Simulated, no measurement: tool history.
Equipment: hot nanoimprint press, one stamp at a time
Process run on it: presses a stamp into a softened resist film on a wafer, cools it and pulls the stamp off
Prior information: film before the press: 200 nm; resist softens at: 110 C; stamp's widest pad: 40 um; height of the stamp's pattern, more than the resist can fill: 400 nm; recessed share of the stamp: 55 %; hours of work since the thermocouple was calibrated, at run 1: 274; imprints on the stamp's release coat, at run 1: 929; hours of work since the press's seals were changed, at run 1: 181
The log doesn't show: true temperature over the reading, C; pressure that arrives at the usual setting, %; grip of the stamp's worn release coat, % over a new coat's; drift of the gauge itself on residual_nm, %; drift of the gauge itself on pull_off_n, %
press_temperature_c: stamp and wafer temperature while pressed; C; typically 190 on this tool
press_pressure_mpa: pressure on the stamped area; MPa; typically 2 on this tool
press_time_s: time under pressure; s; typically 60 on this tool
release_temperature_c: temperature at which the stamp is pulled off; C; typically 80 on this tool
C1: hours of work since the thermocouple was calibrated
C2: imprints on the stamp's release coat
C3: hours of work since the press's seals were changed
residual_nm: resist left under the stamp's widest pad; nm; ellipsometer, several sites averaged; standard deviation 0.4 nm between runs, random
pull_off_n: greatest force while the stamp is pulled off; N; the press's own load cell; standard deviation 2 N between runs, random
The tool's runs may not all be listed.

{"run": 1, "hour": 0.0, "press_temperature_c": 190, "press_pressure_mpa": 2, "press_time_s": 60, "release_temperature_c": 80, "C1": 274, "C2": 929, "C3": 181, "residual_nm": 107.6, "pull_off_n": 119}
{"run": 2, "hour": 39.8, "press_temperature_c": 188, "press_pressure_mpa": 2, "press_time_s": 60, "release_temperature_c": 80, "C1": 301, "C2": 1070, "C3": 209, "residual_nm": 114.9, "pull_off_n": 125}
{"run": 3, "hour": 58.6, "press_temperature_c": 188, "press_pressure_mpa": 2, "press_time_s": 60, "release_temperature_c": 80, "C1": 314, "C2": 1136, "C3": 222, "residual_nm": 113.8, "pull_off_n": 125}
{"run": 4, "hour": 81.6, "press_temperature_c": 198, "press_pressure_mpa": 2, "press_time_s": 60, "release_temperature_c": 80, "C1": 330, "C2": 1218, "C3": 238, "residual_nm": 87.6, "pull_off_n": 128}
{"run": 5, "hour": 115.9, "press_temperature_c": 198, "press_pressure_mpa": 2, "press_time_s": 60, "release_temperature_c": 80, "C1": 354, "C2": 1339, "C3": 261, "residual_nm": 87.9, "pull_off_n": 130}
{"run": 6, "hour": 153.2, "press_temperature_c": 198, "press_pressure_mpa": 2, "press_time_s": 60, "release_temperature_c": 80, "C1": 380, "C2": 1471, "C3": 287, "residual_nm": 87.2, "pull_off_n": 133}
{"run": 7, "hour": 196.7, "press_temperature_c": 190, "press_pressure_mpa": 2, "press_time_s": 60, "release_temperature_c": 70, "C1": 410, "C2": 1625, "C3": 317, "residual_nm": 109.2, "pull_off_n": 164}
{"run": 8, "hour": 236.0, "press_temperature_c": 190, "press_pressure_mpa": 2, "press_time_s": 60, "release_temperature_c": 70, "C1": 437, "C2": 1765, "C3": 344, "residual_nm": 110, "pull_off_n": 177}
{"run": 9, "hour": 260.1, "press_temperature_c": 190, "press_pressure_mpa": 2, "press_time_s": 60, "release_temperature_c": 70, "C1": 454, "C2": 1850, "C3": 361, "residual_nm": 110.6, "pull_off_n": 174}
{"run": 10, "hour": 281.0, "press_temperature_c": 190, "press_pressure_mpa": 2, "press_time_s": 60, "release_temperature_c": 70, "C1": 468, "C2": 1924, "C3": 375, "residual_nm": 110.6, "pull_off_n": 180}
{"hour": 302.0, "done": "stamp cleaned and given a new release coat"}
{"run": 11, "hour": 305.8, "press_temperature_c": 190, "press_pressure_mpa": 2, "press_time_s": 108, "release_temperature_c": 70, "C1": 481, "C2": 13, "C3": 388, "residual_nm": 89.5, "pull_off_n": 127}
{"run": 12, "hour": 331.7, "press_temperature_c": 190, "press_pressure_mpa": 2, "press_time_s": 108, "release_temperature_c": 70, "C1": 499, "C2": 105, "C3": 406, "residual_nm": 90.4, "pull_off_n": 126}
{"run": 13, "hour": 366.3, "press_temperature_c": 190, "press_pressure_mpa": 2, "press_time_s": 108, "release_temperature_c": 70, "C1": 523, "C2": 228, "C3": 430, "residual_nm": 90, "pull_off_n": 133}
{"run": 14, "hour": 392.9, "press_temperature_c": 190, "press_pressure_mpa": 2, "press_time_s": 108, "release_temperature_c": 70, "C1": 541, "C2": 322, "C3": 449, "residual_nm": 90.8, "pull_off_n": 134}
{"hour": 403.7, "done": "plate thermocouple calibrated"}
{"run": 15, "hour": 421.3, "press_temperature_c": 190, "press_pressure_mpa": 2, "press_time_s": 108, "release_temperature_c": 70, "C1": 12, "C2": 412, "C3": 466, "residual_nm": 85.7, "pull_off_n": 132}
{"run": 16, "hour": 451.5, "press_temperature_c": 190, "press_pressure_mpa": 2, "press_time_s": 60, "release_temperature_c": 73, "C1": 33, "C2": 519, "C3": 487, "residual_nm": 105.3, "pull_off_n": 126}
{"run": 17, "hour": 494.7, "press_temperature_c": 194, "press_pressure_mpa": 2.65, "press_time_s": 106, "release_temperature_c": 71, "C1": 63, "C2": 672, "C3": 517, "residual_nm": 66.6, "pull_off_n": 136}
{"run": 18, "hour": 525.7, "press_temperature_c": 194, "press_pressure_mpa": 2.65, "press_time_s": 106, "release_temperature_c": 71, "C1": 84, "C2": 782, "C3": 538, "residual_nm": 66.5, "pull_off_n": 141}
{"run": 19, "hour": 563.4, "press_temperature_c": 182, "press_pressure_mpa": 1.73, "press_time_s": 50, "release_temperature_c": 86, "C1": 110, "C2": 915, "C3": 564, "residual_nm": 143.1, "pull_off_n": 102}
{"run": 20, "hour": 583.8, "press_temperature_c": 190, "press_pressure_mpa": 1.56, "press_time_s": 60, "release_temperature_c": 79, "C1": 125, "C2": 988, "C3": 579, "residual_nm": 118.4, "pull_off_n": 125}
{"run": 21, "hour": 625.0, "press_temperature_c": 190, "press_pressure_mpa": 1.51, "press_time_s": 43, "release_temperature_c": 80, "C1": 153, "C2": 1133, "C3": 607, "residual_nm": 131.6, "pull_off_n": 122}
{"run": 22, "hour": 663.3, "press_temperature_c": 190, "press_pressure_mpa": 2, "press_time_s": 33, "release_temperature_c": 80, "C1": 179, "C2": 1269, "C3": 633, "residual_nm": 129.6, "pull_off_n": 128}
{"run": 23, "hour": 687.5, "press_temperature_c": 190, "press_pressure_mpa": 2, "press_time_s": 89, "release_temperature_c": 85, "C1": 196, "C2": 1355, "C3": 650, "residual_nm": 94.5, "pull_off_n": 113}

Forecast each of these 3 alternatives for the next run:
{"run": "A", "hour": 726.3, "press_temperature_c": 190, "press_pressure_mpa": 2, "press_time_s": 81, "release_temperature_c": 75, "C1": 223, "C2": 1492, "C3": 677, "residual_nm": "?", "pull_off_n": "?"}
{"run": "B", "hour": 726.3, "press_temperature_c": 197, "press_pressure_mpa": 1.45, "press_time_s": 116, "release_temperature_c": 85, "C1": 223, "C2": 1492, "C3": 677, "residual_nm": "?", "pull_off_n": "?"}
{"run": "C", "hour": 726.3, "press_temperature_c": 190, "press_pressure_mpa": 1.85, "press_time_s": 89, "release_temperature_c": 77, "C1": 223, "C2": 1492, "C3": 677, "residual_nm": "?", "pull_off_n": "?"}

run=A residual_nm=97.9 pull_off_n=148
run=B residual_nm=81.9 pull_off_n=117
run=C residual_nm=97.7 pull_off_n=145
Without the tool's hidden state the same runs would have given:
run=A residual_nm=94.4 pull_off_n=111
run=B residual_nm=79.3 pull_off_n=87
run=C residual_nm=94.3 pull_off_n=110
